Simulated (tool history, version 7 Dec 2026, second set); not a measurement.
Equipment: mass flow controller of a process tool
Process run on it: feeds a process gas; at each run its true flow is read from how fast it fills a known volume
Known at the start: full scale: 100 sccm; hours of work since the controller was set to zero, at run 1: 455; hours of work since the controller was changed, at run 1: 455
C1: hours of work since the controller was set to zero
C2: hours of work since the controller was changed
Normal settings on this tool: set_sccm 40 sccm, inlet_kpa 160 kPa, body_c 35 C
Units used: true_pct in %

run 1 day=0 | set_sccm=40 inlet_kpa=160 body_c=35 | C1=455 C2=455 | true_pct=98.65
run 2 day=2.233 | set_sccm=40 inlet_kpa=160 body_c=35 | C1=478 C2=478 | true_pct=98.66
run 3 day=5.988 | set_sccm=40 inlet_kpa=160 body_c=35 | C1=516 C2=516 | true_pct=98.71
run 4 day=9.55 | set_sccm=40 inlet_kpa=160 body_c=21 | C1=553 C2=553 | true_pct=97.49
run 5 day=12.479 | set_sccm=40 inlet_kpa=160 body_c=21 | C1=583 C2=583 | true_pct=97.48
run 6 day=16.442 | set_sccm=40 inlet_kpa=160 body_c=21 | C1=624 C2=624 | true_pct=97.39
run 7 day=18.304 | set_sccm=40 inlet_kpa=160 body_c=21 | C1=643 C2=643 | true_pct=97.44
run 8 day=21.717 | set_sccm=40 inlet_kpa=160 body_c=39 | C1=678 C2=678 | true_pct=99.08
run 9 day=25.033 | set_sccm=40 inlet_kpa=160 body_c=35 | C1=713 C2=713 | true_pct=98.72
run 10 day=28.412 | set_sccm=40 inlet_kpa=160 body_c=35 | C1=747 C2=747 | true_pct=98.69
run 11 day=31.996 | set_sccm=49 inlet_kpa=160 body_c=35 | C1=784 C2=784 | true_pct=98.94
run 12 day=34.621 | set_sccm=49 inlet_kpa=160 body_c=35 | C1=811 C2=811 | true_pct=98.94
run 13 day=36.512 | set_sccm=40 inlet_kpa=160 body_c=39 | C1=831 C2=831 | true_pct=98.88
run 14 day=38.504 | set_sccm=40 inlet_kpa=160 body_c=35 | C1=851 C2=851 | true_pct=98.57
run 15 day=42.392 | set_sccm=40 inlet_kpa=160 body_c=35 | C1=891 C2=891 | true_pct=98.59
run 16 day=46.029 | set_sccm=40 inlet_kpa=160 body_c=35 | C1=929 C2=929 | true_pct=98.62
run 17 day=48.079 | set_sccm=40 inlet_kpa=160 body_c=35 | C1=950 C2=950 | true_pct=98.6
run 18 day=51.204 | set_sccm=40 inlet_kpa=160 body_c=35 | C1=982 C2=982 | true_pct=98.66
run 19 day=55.021 | set_sccm=40 inlet_kpa=160 body_c=35 | C1=1022 C2=1022 | true_pct=98.55
run 20 day=57.654 | set_sccm=40 inlet_kpa=160 body_c=35 | C1=1049 C2=1049 | true_pct=98.36
run 21 day=61.204 | set_sccm=40 inlet_kpa=160 body_c=35 | C1=1085 C2=1085 | true_pct=98.52
run 22 day=65.154 | set_sccm=40 inlet_kpa=160 body_c=35 | C1=1126 C2=1126 | true_pct=98.51
run 23 day=68.729 | set_sccm=40 inlet_kpa=160 body_c=35 | C1=1163 C2=1163 | true_pct=98.52
run 24 day=70.612 | set_sccm=40 inlet_kpa=160 body_c=35 | C1=1182 C2=1182 | true_pct=98.45
run 25 day=73.054 | set_sccm=40 inlet_kpa=160 body_c=35 | C1=1207 C2=1207 | true_pct=98.55
run 26 day=75.588 | set_sccm=40 inlet_kpa=160 body_c=35 | C1=1233 C2=1233 | true_pct=98.52
run 27 day=78.658 | set_sccm=11 inlet_kpa=201 body_c=35 | C1=1265 C2=1265 | true_pct=97
run 28 day=80.662 | set_sccm=40 inlet_kpa=258 body_c=20 | C1=1286 C2=1286 | true_pct=97.33
run 29 day=82.967 | set_sccm=14 inlet_kpa=160 body_c=21 | C1=1309 C2=1309 | true_pct=96.05
run 30 day=85.921 | set_sccm=14 inlet_kpa=160 body_c=21 | C1=1340 C2=1340 | true_pct=96.08
run 31 day=88.554 | set_sccm=40 inlet_kpa=218 body_c=33 | C1=1367 C2=1367 | true_pct=98.48
run 32 day=90.629 | set_sccm=18 inlet_kpa=276 body_c=22 | C1=1388 C2=1388 | true_pct=96.57
run 33 day=93.721 | set_sccm=13 inlet_kpa=225 body_c=29 | C1=1420 C2=1420 | true_pct=96.78
run 34 day=95.788 | set_sccm=13 inlet_kpa=225 body_c=29 | C1=1441 C2=1441 | true_pct=96.72
run 35 day=98.542 | set_sccm=80 inlet_kpa=160 body_c=27 | C1=1470 C2=1470 | true_pct=99.06
run 36 day=102.288 | set_sccm=80 inlet_kpa=160 body_c=38 | C1=1508 C2=1508 | true_pct=99.9
run 37 day=105.771 | set_sccm=54 inlet_kpa=160 body_c=35 | C1=1544 C2=1544 | true_pct=98.85
run 38 day=107.404 | set_sccm=82 inlet_kpa=172 body_c=28 | C1=1561 C2=1561 | true_pct=99.32
run 39 day=109.321 | set_sccm=16 inlet_kpa=162 body_c=28 | C1=1581 C2=1581 | true_pct=96.72
run 40 day=111.304 | set_sccm=16 inlet_kpa=162 body_c=28 | C1=1601 C2=1601 | true_pct=96.76
run 41 day=113.55 | set_sccm=16 inlet_kpa=162 body_c=28 | C1=1624 C2=1624 | true_pct=96.71
run 42 day=116.712 | set_sccm=23 inlet_kpa=162 body_c=31 | C1=1657 C2=1657 | true_pct=97.38
run 43 day=119.079 | set_sccm=52 inlet_kpa=249 body_c=28 | C1=1681 C2=1681 | true_pct=98.45
run 44 day=120.975 | set_sccm=22 inlet_kpa=190 body_c=35 | C1=1701 C2=1701 | true_pct=97.68
run 45 day=123.275 | set_sccm=22 inlet_kpa=190 body_c=35 | C1=1725 C2=1725 | true_pct=97.64
run 46 day=125.642 | set_sccm=22 inlet_kpa=190 body_c=35 | C1=1749 C2=1749 | true_pct=97.7
run 47 day=128.529 | set_sccm=21 inlet_kpa=160 body_c=35 | C1=1779 C2=1779 | true_pct=97.57
run 48 day=131.417 | set_sccm=66 inlet_kpa=161 body_c=30 | C1=1808 C2=1808 | true_pct=98.82

Some steps in true_pct between neighbouring runs. How much of each would the tool show without its hidden state too (settings, what came in, random variation), and how much is left for the hidden state, with any gauge scatter that isn't in both results?
Hidden state present: flow at rest that the sensor doesn't see, % of full scale; true flow over the shown one, %; drift of the gauge itself on true_pct, %.
Run 26 -> 27: set_sccm 40 -> 11, inlet_kpa 160 -> 201. true_pct -1.52 %: hidden state -0.6, all else -0.92.
Run 27 -> 28: set_sccm 11 -> 40, inlet_kpa 201 -> 258, body_c 35 -> 20. true_pct +0.33 %: hidden state +0.59, all else -0.26.
Run 30 -> 31: set_sccm 14 -> 40, inlet_kpa 160 -> 218, body_c 21 -> 33. true_pct +2.4 %: hidden state +0.43, all else +1.97.
Run 34 -> 35: set_sccm 13 -> 80, inlet_kpa 225 -> 160, body_c 29 -> 27. true_pct +2.34 %: hidden state +0.64, all else +1.7.
Run 38 -> 39: set_sccm 82 -> 16, inlet_kpa 172 -> 162. true_pct -2.6 %: hidden state -0.54, all else -2.06.
